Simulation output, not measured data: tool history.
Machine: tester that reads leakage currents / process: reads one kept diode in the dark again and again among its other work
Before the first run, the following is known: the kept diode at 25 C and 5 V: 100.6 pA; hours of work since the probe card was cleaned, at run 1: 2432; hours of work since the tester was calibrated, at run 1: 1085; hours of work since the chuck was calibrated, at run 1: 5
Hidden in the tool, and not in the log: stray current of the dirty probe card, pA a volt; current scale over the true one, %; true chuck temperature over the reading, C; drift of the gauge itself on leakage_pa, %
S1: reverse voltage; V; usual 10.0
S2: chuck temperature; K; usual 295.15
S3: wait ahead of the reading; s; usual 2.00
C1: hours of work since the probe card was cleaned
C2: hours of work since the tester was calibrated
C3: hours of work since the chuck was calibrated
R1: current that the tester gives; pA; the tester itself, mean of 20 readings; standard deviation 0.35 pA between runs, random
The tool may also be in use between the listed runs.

run	hour	S1	S2	S3	C1	C2	C3	R1
1	0.0	10.0	295.15	2.00	2432	1085	5	116.68
2	132.3	10.0	295.15	2.00	2520	1172	92	116.07
3	267.6	10.0	295.15	2.00	2609	1261	181	116.69
4	393.2	10.0	295.15	2.00	2691	1343	264	116.31
5	568.3	10.0	303.15	2.00	2807	1459	379	232.02
# hour 672.5: probe card cleaned and baked
6	672.5	10.0	295.15	2.00	0	1525	446	116.09
7	786.0	10.0	295.15	2.00	75	1600	520	116.30
# hour 938.4: chuck's temperature calibrated
8	990.3	10.0	329.15	2.00	208	1733	34	1762.44
9	1170.1	10.0	329.15	2.00	326	1852	153	1765.20
10	1262.1	10.0	329.15	2.00	387	1912	213	1763.65
11	1352.1	10.0	297.15	1.18	446	1972	272	139.76
12	1471.2	10.0	297.15	1.18	525	2050	351	139.61
13	1609.0	10.0	305.15	1.18	615	2141	442	276.71
14	1721.4	10.0	305.15	1.18	689	2215	516	275.11
# hour 1839.1: tester calibrated
# hour 1879.7: chuck's temperature calibrated
15	1894.4	10.0	304.15	2.00	801	35	10	252.88
16	1994.1	10.0	304.15	2.00	866	101	75	252.67
17	2198.7	10.0	304.15	2.00	1001	236	210	252.43
18	2367.6	6.0	332.15	2.00	1112	347	321	1632.27
19	2472.0	10.0	295.15	7.83	1181	416	390	115.51

Alternative continuations, all from the tool just after run 19; predict every row:
A	2586.2	10.0	295.15	7.02	1256	491	465	?
B	2586.2	2.0	326.15	0.62	1256	491	465	?
C	2586.2	8.2	295.15	1.57	1256	491	465	?

run	R1
A	115.11
B	561.84
C	104.59
With the hidden condition removed and each run's random variation left untouched, the same runs would have given:
run	R1
A	115.17
B	562.32
C	104.65

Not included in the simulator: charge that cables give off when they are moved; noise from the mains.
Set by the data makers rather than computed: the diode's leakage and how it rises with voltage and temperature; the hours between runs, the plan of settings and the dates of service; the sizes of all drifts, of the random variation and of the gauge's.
